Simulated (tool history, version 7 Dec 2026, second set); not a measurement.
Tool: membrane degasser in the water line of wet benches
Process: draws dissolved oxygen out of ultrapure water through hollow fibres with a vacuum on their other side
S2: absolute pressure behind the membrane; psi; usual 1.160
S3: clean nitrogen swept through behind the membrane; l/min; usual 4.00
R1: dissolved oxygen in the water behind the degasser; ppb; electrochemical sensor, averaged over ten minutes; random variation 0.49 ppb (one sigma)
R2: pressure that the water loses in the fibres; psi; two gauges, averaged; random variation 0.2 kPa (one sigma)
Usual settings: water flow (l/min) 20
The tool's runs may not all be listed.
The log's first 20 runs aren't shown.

{"run": 21, "hour": 1830.1, "water flow (l/min)": 21, "S2": 0.806, "S3": 10.75, "R1": 17.9, "R2": 7.098}
{"run": 22, "hour": 1889.1, "water flow (l/min)": 21, "S2": 0.806, "S3": 10.75, "R1": 18.0, "R2": 7.079}
{"run": 23, "hour": 1974.1, "water flow (l/min)": 21, "S2": 0.806, "S3": 10.75, "R1": 17.6, "R2": 7.085}
{"hour": 2018.4, "done": "vacuum gauge calibrated, once more"}
{"run": 24, "hour": 2051.1, "water flow (l/min)": 21, "S2": 0.848, "S3": 5.19, "R1": 32.0, "R2": 7.1}
{"run": 25, "hour": 2127.6, "water flow (l/min)": 21, "S2": 0.848, "S3": 5.19, "R1": 32.6, "R2": 7.037}
{"run": 26, "hour": 2196.1, "water flow (l/min)": 20, "S2": 1.16, "S3": 4.4, "R1": 58.3, "R2": 6.77}
{"run": 27, "hour": 2250.5, "water flow (l/min)": 20, "S2": 1.014, "S3": 4.0, "R1": 51.3, "R2": 6.733}
{"run": 28, "hour": 2368.8, "water flow (l/min)": 20, "S2": 1.014, "S3": 4.0, "R1": 50.9, "R2": 6.778}
{"run": 29, "hour": 2467.2, "water flow (l/min)": 20, "S2": 1.16, "S3": 5.11, "R1": 51.5, "R2": 6.788}
{"run": 30, "hour": 2577.6, "water flow (l/min)": 20, "S2": 1.034, "S3": 1.72, "R1": 112.8, "R2": 6.815}
{"run": 31, "hour": 2697.8, "water flow (l/min)": 20, "S2": 1.034, "S3": 1.72, "R1": 112.5, "R2": 6.84}
{"run": 32, "hour": 2811.8, "water flow (l/min)": 12, "S2": 1.034, "S3": 8.21, "R1": 15.5, "R2": 4.1}

3 ways to go on from here, each from the tool as it stands after run 32. What would each give?
{"run": "A", "hour": 2897.7, "water flow (l/min)": 20, "S2": 0.976, "S3": 4.0, "R1": "?", "R2": "?"}
{"run": "B", "hour": 2897.7, "water flow (l/min)": 17, "S2": 1.16, "S3": 4.0, "R1": "?", "R2": "?"}
{"run": "C", "hour": 2897.7, "water flow (l/min)": 24, "S2": 0.953, "S3": 1.76, "R1": "?", "R2": "?"}

run=A R1=48.6 R2=6.766
run=B R1=54.1 R2=5.735
run=C R1=118.6 R2=8.180
Without the tool's hidden state the same runs would have given:
run=A R1=46.6 R2=6.625
run=B R1=52.1 R2=5.614
run=C R1=114.7 R2=8.012

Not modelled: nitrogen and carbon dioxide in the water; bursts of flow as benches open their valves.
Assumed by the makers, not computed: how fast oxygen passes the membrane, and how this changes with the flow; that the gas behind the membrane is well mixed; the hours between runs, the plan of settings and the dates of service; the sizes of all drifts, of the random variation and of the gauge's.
